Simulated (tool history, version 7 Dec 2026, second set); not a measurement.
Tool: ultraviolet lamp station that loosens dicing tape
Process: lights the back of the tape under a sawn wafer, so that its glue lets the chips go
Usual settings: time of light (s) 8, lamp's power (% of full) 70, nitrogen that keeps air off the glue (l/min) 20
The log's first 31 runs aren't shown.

run	hour	time of light (s)	lamp's power (% of full)	nitrogen that keeps air off the glue (l/min)	hours of work of the lamp	hours of work since the window was cleaned	force that peels the tape off (N)	light that reached the tape (J/m2)
32	395.0	14	61	11	337	22	0.272	4710
33	402.5	13	70	31	343	27	0.170	5010
34	418.4	8	71	16	354	39	0.494	3140
35	436.4	5	71	28	367	52	0.864	1940
36	449.5	8	99	28	377	61	0.234	4360
37	461.8	8	99	28	386	70	0.232	4280
38	476.8	8	99	28	397	81	0.230	4250
39	491.2	7	73	32	407	92	0.489	2730
40	499.6	11	67	19	413	98	0.306	3920
41	513.7	11	63	10	424	108	0.452	3750
42	522.3	4	85	8	430	114	1.281	1820
43	537.0	10	64	7	441	125	0.622	3350

4 ways to go on from here, each from the tool as it stands after run 43. What would each give?
A	548.1	8	95	20	449	133	?	?
B	548.1	9	90	23	449	133	?	?
C	548.1	8	70	14	449	133	?	?
D	548.1	11	98	22	449	133	?	?

run	force that peels the tape off (N)	light that reached the tape (J/m2)
A	0.311	3990
B	0.256	4200
C	0.585	2910
D	0.160	5650
Without the tool's hidden state the same runs would have given:
run	force that peels the tape off (N)	light that reached the tape (J/m2)
A	0.229	4720
B	0.190	4970
C	0.442	3450
D	0.129	6690
